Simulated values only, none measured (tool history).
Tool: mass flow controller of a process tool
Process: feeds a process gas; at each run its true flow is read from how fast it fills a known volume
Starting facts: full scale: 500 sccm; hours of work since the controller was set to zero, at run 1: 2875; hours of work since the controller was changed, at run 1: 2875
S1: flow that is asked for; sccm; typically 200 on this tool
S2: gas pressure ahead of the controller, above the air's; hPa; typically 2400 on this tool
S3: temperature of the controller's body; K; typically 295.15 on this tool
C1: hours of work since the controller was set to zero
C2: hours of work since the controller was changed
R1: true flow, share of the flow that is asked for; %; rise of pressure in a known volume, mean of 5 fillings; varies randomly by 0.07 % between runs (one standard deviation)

run	hour	S1	S2	S3	C1	C2	R1
1	0	200	2400	295.15	2875	2875	99.12
2	79.1	200	2400	295.15	2937	2937	99.23
3	131.8	200	2400	295.15	2979	2979	99.09
4	171.5	200	2400	295.15	3010	3010	99.19
5	229.2	200	2400	295.15	3056	3056	99.17
6	301.7	450	2400	295.15	3113	3113	100.78
7	354.5	450	2400	295.15	3155	3155	100.83
8	396.2	450	2400	295.15	3188	3188	100.78
9	456.8	450	2400	295.15	3236	3236	100.79
10	516.1	139	2400	295.15	3283	3283	98.75
11	611	139	2340	295.15	3358	3358	98.74
12	674.1	200	2400	307.15	3408	3408	98.14
13	753.9	320	2400	295.15	3471	3471	100.22
14	827.6	200	2400	295.15	3530	3530	99.36
15	874.2	197	2400	295.15	3566	3566	99.26
16	916.1	197	2400	295.15	3599	3599	99.37
17	991.1	197	2400	295.15	3659	3659	99.52
18	1050.1	197	2400	295.15	3706	3706	99.26
19	1129.7	197	2400	295.15	3769	3769	99.26
20	1195	197	2320	295.15	3820	3820	99.36
21	1278.7	197	2250	295.15	3886	3886	99.46
22	1343.1	200	1870	295.15	3937	3937	99.74
23	1437	200	2400	295.15	4012	4012	99.49
24	1489.3	200	2400	295.15	4053	4053	99.52
25	1557.2	111	1980	312.15	4107	4107	96.91
26	1636.8	235	1950	294.15	4170	4170	100.09
27	1681.6	235	1950	294.15	4205	4205	100.1
28	1759.4	363	2470	312.15	4267	4267	98.93
29	1830	363	2470	312.15	4323	4323	98.92
30	1917.3	200	2290	299.15	4392	4392	99.26
31	1981.4	200	2290	299.15	4442	4442	99.36
32	2060.4	200	2290	299.15	4505	4505	99.33
33	2109.9	382	2200	308.15	4544	4544	99.73
34	2156.2	486	1530	300.15	4581	4581	101.47
35	2195.1	394	2400	295.15	4611	4611	101.07
36	2242.9	394	2400	295.15	4649	4649	101.02
37	2315.3	275	2400	296.15	4707	4707	100.19
38	2368.3	75	2580	304.15	4748	4748	96.56
39	2456.5	61	1670	295.15	4818	4818	97.23
40	2528.8	61	1670	295.15	4875	4875	97.23
41	2597.1	61	1670	295.15	4929	4929	97.31
42	2663.9	180	2400	295.15	4982	4982	99.52
43	2745.8	200	2210	299.15	5047	5047	99.42
44	2838.3	200	1700	302.15	5120	5120	99.45
45	2900.7	62	2400	295.15	5170	5170	96.89
46	2952.9	94	1690	308.15	5211	5211	97.21
47	3008.9	200	2310	310.15	5255	5255	98.4
# hour 3046: controller's zero set anew
48	3068.2	390	1750	312.15	18	5302	100.3

Branching from run 48: 4 alternative next runs. What would each branch give?
A	3115.2	221	2180	298.15	55	5339	?
B	3115.2	182	1630	312.15	55	5339	?
C	3115.2	390	1750	300.15	55	5339	?
D	3115.2	434	1510	293.15	55	5339	?

run	R1
A	100.71
B	99.43
C	101.45
D	102.67
Take away the tool's hidden state, keep each run's random variation, and the runs would have read:
run	R1
A	98.56
B	97.28
C	99.28
D	100.5
